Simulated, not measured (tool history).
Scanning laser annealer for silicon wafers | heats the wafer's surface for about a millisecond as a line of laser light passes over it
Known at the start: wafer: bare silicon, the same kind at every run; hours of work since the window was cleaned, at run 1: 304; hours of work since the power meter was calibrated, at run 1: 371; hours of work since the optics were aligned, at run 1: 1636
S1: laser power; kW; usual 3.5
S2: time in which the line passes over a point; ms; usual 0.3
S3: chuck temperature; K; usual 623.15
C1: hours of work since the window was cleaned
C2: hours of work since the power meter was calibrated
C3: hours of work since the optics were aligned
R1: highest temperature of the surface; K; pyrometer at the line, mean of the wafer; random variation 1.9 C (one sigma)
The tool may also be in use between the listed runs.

run   hour     S1     S2      S3   C1   C2    C3       R1
  1      0    3.5    0.3  623.15  304  371  1636  1345.15
  2   18.9    3.5  0.221  623.15  316  383  1648  1224.15
  3   30.7    3.5  0.221  623.15  323  390  1655  1226.15
  4   55.9    3.5    0.3  623.15  338  405  1670  1341.15
  5   71.7  3.041    0.3  623.15  347  415  1680  1249.15
  6   84.8    3.5  0.263  623.15  355  422  1687  1289.15
  7  104.7    3.5    0.3  623.15  367  434  1699  1341.15
  8  124.6    3.5    0.3  623.15  379  446  1711  1340.15
  9    151  3.773    0.3  623.15  395  462  1727  1393.15
 10  173.2  3.773    0.3  644.15  409  476  1741  1413.15
 11  198.5  3.773    0.3  639.15  424  491  1756  1406.15
     201.9  -- window over the wafer cleaned
     224.7  -- optics aligned, line set to its width
 12  224.7  3.151  0.233  652.15   11  503     0  1206.15
 13    251  3.151  0.233  652.15   27  518    16  1209.15
 14  275.4    3.5    0.3  590.15   41  533    31  1310.15
 15  295.4  3.831    0.3  652.15   53  545    43  1435.15
     307.7  -- window over the wafer cleaned, once more
 16  320.5  3.831    0.3  652.15    8  559    57  1471.15
 17  335.7  3.831    0.3  652.15   17  568    66  1470.15
 18  352.8  3.831    0.3  652.15   27  579    76  1471.15
 19    374  3.831    0.3  640.15   40  591    89  1460.15
 20  395.1    3.5  0.246  584.15   53  604   102  1246.15

4 ways to go on from here, each from the tool as it stands after run 20. What would each give?
  A  409.7  3.395   0.33  635.15  62  613  110   ?
  B  409.7    3.5  0.306  584.15  62  613  110   ?
  C  409.7  3.217  0.246  584.15  62  613  110   ?
  D  409.7    3.5  0.257  623.15  62  613  110   ?

run       R1
  A  1398.15
  B  1339.15
  C  1197.15
  D  1303.15
Without the tool's hidden state the same runs would have given:
run       R1
  A  1403.15
  B  1345.15
  C  1201.15
  D  1308.15

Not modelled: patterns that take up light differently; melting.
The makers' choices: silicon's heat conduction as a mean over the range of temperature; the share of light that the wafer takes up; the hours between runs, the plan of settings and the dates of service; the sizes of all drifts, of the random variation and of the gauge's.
